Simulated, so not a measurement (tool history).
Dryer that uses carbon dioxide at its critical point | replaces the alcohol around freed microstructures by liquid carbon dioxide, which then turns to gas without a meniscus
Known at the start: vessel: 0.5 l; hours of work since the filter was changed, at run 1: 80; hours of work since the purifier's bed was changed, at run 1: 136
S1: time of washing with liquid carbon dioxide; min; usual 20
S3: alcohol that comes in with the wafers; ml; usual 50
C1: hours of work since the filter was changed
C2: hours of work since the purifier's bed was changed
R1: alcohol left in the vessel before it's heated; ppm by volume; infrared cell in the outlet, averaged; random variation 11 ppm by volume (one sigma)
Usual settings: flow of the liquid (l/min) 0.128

Run 1, hour 0: usual settings; C1 80; C2 136. Result: R1 810 ppm by volume.
Run 2, hour 6: usual settings; C1 83; C2 139. Result: R1 844 ppm by volume.
Run 3, hour 14.1: usual settings but flow of the liquid (l/min) 0.216; C1 87; C2 143. Result: R1 39 ppm by volume.
Run 4, hour 24.1: usual settings but S1 14 min; C1 93; C2 149. Result: R1 3546 ppm by volume.
Run 5, hour 32.9: usual settings but S3 25 ml; C1 97; C2 153. Result: R1 440 ppm by volume.
Run 6, hour 38.2: usual settings but S3 25 ml; C1 100; C2 156. Result: R1 429 ppm by volume.
Run 7, hour 42.4: usual settings; C1 103; C2 159. Result: R1 876 ppm by volume.
Run 8, hour 49.3: usual settings but S3 35 ml; C1 106; C2 162. Result: R1 599 ppm by volume.
Run 9, hour 59.5: usual settings but S3 35 ml; C1 112; C2 168. Result: R1 622 ppm by volume.
Run 10, hour 69: usual settings but S3 99 ml; C1 117; C2 173. Result: R1 1803 ppm by volume.
Run 11, hour 77.3: usual settings but S1 13 min; C1 121; C2 177. Result: R1 4677 ppm by volume.
Run 12, hour 85.4: usual settings but S1 13 min; C1 126; C2 182. Result: R1 4858 ppm by volume.
Run 13, hour 95: usual settings but S1 13 min; C1 131; C2 187. Result: R1 4853 ppm by volume.
Run 14, hour 104.3: usual settings but S1 13 min, flow of the liquid (l/min) 0.099; C1 136; C2 192. Result: R1 9521 ppm by volume.
Run 15, hour 108.7: usual settings but S1 13 min, flow of the liquid (l/min) 0.099, S3 69 ml; C1 138; C2 194. Result: R1 13350 ppm by volume.
Run 16, hour 117.1: usual settings; C1 143; C2 199. Result: R1 970 ppm by volume.
Run 17, hour 125.9: usual settings; C1 148; C2 204. Result: R1 1013 ppm by volume.
Run 18, hour 135.6: usual settings; C1 153; C2 209. Result: R1 1034 ppm by volume.
Run 19, hour 143.9: usual settings; C1 158; C2 214. Result: R1 1015 ppm by volume.
Run 20, hour 148.6: usual settings; C1 160; C2 216. Result: R1 1053 ppm by volume.
Run 21, hour 156.1: usual settings; C1 164; C2 220. Result: R1 1073 ppm by volume.
Run 22, hour 161.9: usual settings; C1 167; C2 223. Result: R1 1065 ppm by volume.
Run 23, hour 166.3: usual settings; C1 170; C2 226. Result: R1 1084 ppm by volume.
Run 24, hour 175.8: usual settings but S3 31 ml; C1 175; C2 231. Result: R1 699 ppm by volume.
Run 25, hour 181.2: usual settings but S3 31 ml; C1 178; C2 234. Result: R1 696 ppm by volume.
Run 26, hour 189.4: usual settings but S3 31 ml; C1 182; C2 238. Result: R1 706 ppm by volume.
Run 27, hour 199.1: usual settings but S3 31 ml; C1 187; C2 243. Result: R1 708 ppm by volume.
Run 28, hour 205.2: usual settings but flow of the liquid (l/min) 0.136; C1 191; C2 247. Result: R1 894 ppm by volume.
Run 29, hour 214.1: usual settings but S1 12 min, flow of the liquid (l/min) 0.123, S3 23 ml; C1 196; C2 252. Result: R1 3630 ppm by volume.
Run 30, hour 223.1: usual settings but S1 16 min, flow of the liquid (l/min) 0.136, S3 26 ml; C1 200; C2 256. Result: R1 1238 ppm by volume.
Run 31, hour 229.4: usual settings but S1 15 min, flow of the liquid (l/min) 0.215, S3 40 ml; C1 204; C2 260. Result: R1 329 ppm by volume.
Run 32, hour 237.1: usual settings but S1 13 min, flow of the liquid (l/min) 0.195, S3 63 ml; C1 208; C2 264. Result: R1 1664 ppm by volume.
Run 33, hour 242.7: usual settings but S1 13 min, flow of the liquid (l/min) 0.195, S3 63 ml; C1 211; C2 267. Result: R1 1677 ppm by volume.
Run 34, hour 247.7: usual settings but S1 13 min, flow of the liquid (l/min) 0.187, S3 81 ml; C1 214; C2 270. Result: R1 2553 ppm by volume.
Run 35, hour 252.9: usual settings but S1 18 min, flow of the liquid (l/min) 0.101; C1 217; C2 273. Result: R1 4312 ppm by volume.
Run 36, hour 259.1: usual settings but flow of the liquid (l/min) 0.151, S3 32 ml; C1 220; C2 276. Result: R1 373 ppm by volume.
Run 37, hour 269: usual settings but S1 22 min, flow of the liquid (l/min) 0.081, S3 21 ml; C1 225; C2 281. Result: R1 1958 ppm by volume.
Run 38, hour 275.1: usual settings but flow of the liquid (l/min) 0.142, S3 21 ml; C1 229; C2 285. Result: R1 362 ppm by volume.
Run 39, hour 285.1: usual settings but S1 16 min, flow of the liquid (l/min) 0.185, S3 41 ml; C1 234; C2 290. Result: R1 574 ppm by volume.
Run 40, hour 290.4: usual settings but S1 16 min, flow of the liquid (l/min) 0.185, S3 41 ml; C1 237; C2 293. Result: R1 587 ppm by volume.
Run 41, hour 298.6: usual settings but S1 28 min, S3 89 ml; C1 241; C2 297. Result: R1 451 ppm by volume.
At hour 303.4: inlet filter changed.
Run 42, hour 305.8: usual settings but S1 28 min, flow of the liquid (l/min) 0.088, S3 22 ml; C1 1; C2 301. Result: R1 344 ppm by volume.
Run 43, hour 314.8: usual settings but S1 28 min, flow of the liquid (l/min) 0.088, S3 22 ml; C1 6; C2 306. Result: R1 355 ppm by volume.
Run 44, hour 320.2: usual settings but S1 18 min, flow of the liquid (l/min) 0.198, S3 56 ml; C1 9; C2 308. Result: R1 128 ppm by volume.
Run 45, hour 330.6: usual settings but S1 13 min, flow of the liquid (l/min) 0.101, S3 53 ml; C1 15; C2 314. Result: R1 8104 ppm by volume.
Run 46, hour 337: usual settings but S1 31 min, flow of the liquid (l/min) 0.088, S3 92 ml; C1 18; C2 318. Result: R1 847 ppm by volume.
Run 47, hour 342: usual settings but S1 18 min, flow of the liquid (l/min) 0.116; C1 21; C2 320. Result: R1 1675 ppm by volume.
Run 48, hour 349.6: usual settings but S1 18 min, flow of the liquid (l/min) 0.169, S3 58 ml; C1 25; C2 324. Result: R1 330 ppm by volume.

3 ways to go on from here, each from the tool as it stands after run 48. What would each give?
Run A, hour 356.9: usual settings but S1 18 min, flow of the liquid (l/min) 0.192, S3 38 ml; C1 29; C2 328. Result: R1 ?.
Run B, hour 356.9: usual settings but S1 18 min, flow of the liquid (l/min) 0.144, S3 25 ml; C1 29; C2 328. Result: R1 ?.
Run C, hour 356.9: usual settings but S1 15 min, flow of the liquid (l/min) 0.169, S3 58 ml; C1 29; C2 328. Result: R1 ?.

run   R1
  A  114
  B  347
  C  892
Without the tool's hidden state the same runs would have given:
run   R1
  A   85
  B  297
  C  787
